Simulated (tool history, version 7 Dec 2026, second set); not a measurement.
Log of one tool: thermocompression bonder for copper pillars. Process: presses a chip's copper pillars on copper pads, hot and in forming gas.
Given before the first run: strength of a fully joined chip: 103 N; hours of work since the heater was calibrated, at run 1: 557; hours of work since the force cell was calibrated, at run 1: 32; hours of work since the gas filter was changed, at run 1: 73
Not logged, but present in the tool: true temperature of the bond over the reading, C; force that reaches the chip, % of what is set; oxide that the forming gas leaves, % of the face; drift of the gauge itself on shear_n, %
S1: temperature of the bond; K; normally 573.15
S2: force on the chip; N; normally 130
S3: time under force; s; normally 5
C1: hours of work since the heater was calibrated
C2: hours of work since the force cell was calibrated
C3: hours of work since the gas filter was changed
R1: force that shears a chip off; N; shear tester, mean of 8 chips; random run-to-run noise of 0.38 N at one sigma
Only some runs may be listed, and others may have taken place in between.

run   hour      S1   S2  S3   C1   C2   C3    R1
  1      0  573.15  130   5  557   32   73  38.9
  2   28.4  573.15  130   5  573   47   89  38.4
  3   54.2  573.15  149   5  587   62  103  41.1
  4   96.4  573.15  149   5  611   85  127  40.9
  5  131.1  573.15  149   5  630  104  146  41.4
  6  167.1  573.15  149   5  650  124  166  41.7
     171.6  -- forming gas filter changed
  7  204.4  573.15  149   5  670  145   18  42.4
  8  230.2  573.15  149   5  685  159   33  42.9
  9  257.1  565.15  130   5  700  174   48  36.6
 10  285.3  565.15  130   5  715  190   63  36.8
 11  328.8  565.15  130   5  740  214   87  35.9
     333.7  -- heater calibrated with a thermocouple chip
 12  376.8  565.15  130   5   24  240  113  37.4
 13  407.1  573.15  130   5   41  257  130  39.8
 14    440  573.15  171   5   59  275  148  45.9
     465.4  -- heater calibrated with a thermocouple chip, once more
 15    469  573.15  171   5    2  290  163    43
     479.1  -- forming gas filter changed
 16  489.7  573.15  171   5   13  301    6  44.8
 17  534.1  573.15  171   5   38  326   31  44.3
 18  554.6  573.15  171   5   49  337   42  44.7
 19  596.3  573.15  125   5   72  360   65  38.5
 20  615.8  573.15  125   5   83  371   76  37.7
 21  653.7  590.15   83   9  104  392   97  46.7

Run 22 comes next. What will it give?
 22  675.2  570.15  162   3  116  404  109   ?

{"run 22": {"R1": 34}}
Minus the tool's unlogged condition, the same run would have read R1 34.4 N.

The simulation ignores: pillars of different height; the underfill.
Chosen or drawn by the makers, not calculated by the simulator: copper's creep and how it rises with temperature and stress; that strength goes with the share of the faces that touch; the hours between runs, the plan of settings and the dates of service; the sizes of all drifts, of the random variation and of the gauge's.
